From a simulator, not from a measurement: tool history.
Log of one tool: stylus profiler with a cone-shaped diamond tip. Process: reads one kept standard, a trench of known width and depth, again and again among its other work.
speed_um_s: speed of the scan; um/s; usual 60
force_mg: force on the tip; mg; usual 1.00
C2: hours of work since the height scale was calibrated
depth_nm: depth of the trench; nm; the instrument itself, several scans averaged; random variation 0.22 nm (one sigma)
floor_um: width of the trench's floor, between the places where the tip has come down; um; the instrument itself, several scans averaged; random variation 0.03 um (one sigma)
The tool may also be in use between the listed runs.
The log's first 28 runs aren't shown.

run 29 hour=839.2 | speed_um_s=67 force_mg=1.47 | scans_with_this_tip=6047 C2=75 | depth_nm=1005.42 floor_um=44.91
run 30 hour=857.7 | speed_um_s=60 force_mg=0.50 | scans_with_this_tip=6152 C2=87 | depth_nm=1002.48 floor_um=44.85
run 31 hour=882.6 | speed_um_s=25 force_mg=1.00 | scans_with_this_tip=6293 C2=102 | depth_nm=1003.63 floor_um=45.01
run 32 hour=919.0 | speed_um_s=101 force_mg=2.03 | scans_with_this_tip=6500 C2=126 | depth_nm=1006.21 floor_um=44.81
run 33 hour=958.6 | speed_um_s=101 force_mg=2.03 | scans_with_this_tip=6725 C2=151 | depth_nm=1006.14 floor_um=44.79
run 34 hour=996.0 | speed_um_s=101 force_mg=1.38 | scans_with_this_tip=6937 C2=174 | depth_nm=1004.84 floor_um=44.70
run 35 hour=1035.8 | speed_um_s=135 force_mg=0.86 | scans_with_this_tip=7163 C2=200 | depth_nm=1002.89 floor_um=44.51
run 36 hour=1070.1 | speed_um_s=58 force_mg=1.63 | scans_with_this_tip=7358 C2=221 | depth_nm=1005.25 floor_um=44.72
run 37 hour=1096.1 | speed_um_s=23 force_mg=1.92 | scans_with_this_tip=7506 C2=238 | depth_nm=1005.51 floor_um=44.84
run 38 hour=1136.3 | speed_um_s=20 force_mg=2.67 | scans_with_this_tip=7734 C2=263 | depth_nm=1007.25 floor_um=44.75
run 39 hour=1175.3 | speed_um_s=33 force_mg=1.42 | scans_with_this_tip=7956 C2=288 | depth_nm=1004.29 floor_um=44.70
run 40 hour=1214.8 | speed_um_s=33 force_mg=1.42 | scans_with_this_tip=8180 C2=313 | depth_nm=1004.00 floor_um=44.66
run 41 hour=1252.5 | speed_um_s=33 force_mg=1.42 | scans_with_this_tip=8394 C2=337 | depth_nm=1004.32 floor_um=44.66
run 42 hour=1274.5 | speed_um_s=60 force_mg=0.51 | scans_with_this_tip=8519 C2=351 | depth_nm=1001.00 floor_um=44.56
run 43 hour=1301.9 | speed_um_s=37 force_mg=1.42 | scans_with_this_tip=8675 C2=368 | depth_nm=1003.68 floor_um=44.57
run 44 hour=1320.8 | speed_um_s=37 force_mg=1.42 | scans_with_this_tip=8782 C2=380 | depth_nm=1003.60 floor_um=44.55
run 45 hour=1345.5 | speed_um_s=234 force_mg=1.02 | scans_with_this_tip=8922 C2=396 | depth_nm=1002.51 floor_um=44.06

5 ways to go on from here, each from the tool as it stands after run 45. What would each give?
run A hour=1377.8 | speed_um_s=56 force_mg=1.00 | scans_with_this_tip=9106 C2=417 | depth_nm=? floor_um=?
run B hour=1377.8 | speed_um_s=21 force_mg=0.60 | scans_with_this_tip=9106 C2=417 | depth_nm=? floor_um=?
run C hour=1377.8 | speed_um_s=61 force_mg=0.62 | scans_with_this_tip=9106 C2=417 | depth_nm=? floor_um=?
run D hour=1377.8 | speed_um_s=24 force_mg=1.14 | scans_with_this_tip=9106 C2=417 | depth_nm=? floor_um=?
run E hour=1377.8 | speed_um_s=181 force_mg=0.68 | scans_with_this_tip=9106 C2=417 | depth_nm=? floor_um=?

run=A depth_nm=1002.31 floor_um=44.44
run=B depth_nm=1001.31 floor_um=44.55
run=C depth_nm=1000.90 floor_um=44.39
run=D depth_nm=1003.04 floor_um=44.58
run=E depth_nm=1001.40 floor_um=44.04
Without the tool's hidden state the same runs would have given:
run=A depth_nm=1004.31 floor_um=45.80
run=B depth_nm=1003.31 floor_um=45.92
run=C depth_nm=1002.89 floor_um=45.76
run=D depth_nm=1005.05 floor_um=45.94
run=E depth_nm=1003.40 floor_um=45.40
